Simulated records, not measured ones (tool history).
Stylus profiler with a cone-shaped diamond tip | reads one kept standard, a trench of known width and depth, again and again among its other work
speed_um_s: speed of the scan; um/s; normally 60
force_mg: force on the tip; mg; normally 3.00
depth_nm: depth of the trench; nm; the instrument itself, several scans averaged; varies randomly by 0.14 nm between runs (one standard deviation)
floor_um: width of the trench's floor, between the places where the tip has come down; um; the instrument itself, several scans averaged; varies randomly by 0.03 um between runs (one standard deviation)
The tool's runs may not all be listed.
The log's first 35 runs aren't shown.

run	hour	speed_um_s	force_mg	scans with this tip	hours of work since the height scale was calibrated	depth_nm	floor_um
36	2102.5	48	1.04	6769	139	504.39	16.61
37	2146.0	35	6.07	7085	162	513.61	16.65
38	2198.4	30	4.76	7465	190	511.55	16.61
39	2241.7	30	4.76	7778	213	511.96	16.66
40	2286.0	30	4.76	8099	236	512.10	16.54
41	2348.2	60	2.01	8551	269	507.04	16.50
42	2398.6	199	1.46	8916	295	505.85	16.10
43	2450.4	19	1.36	9292	323	505.72	16.49
44	2496.8	19	1.36	9628	347	506.02	16.49
45	2574.0	38	1.64	10188	388	506.56	16.37

Each row is a separate what-if for the run after 45, all from the same tool condition, not one after another. Results?
A	2619.3	60	1.11	10516	412	?	?
B	2619.3	30	8.87	10516	412	?	?
C	2619.3	38	1.85	10516	412	?	?

run	depth_nm	floor_um
A	505.39	16.26
B	518.07	16.35
C	507.10	16.32
Without the tool's hidden state the same runs would have given:
run	depth_nm	floor_um
A	504.23	17.16
B	516.88	17.26
C	505.93	17.22
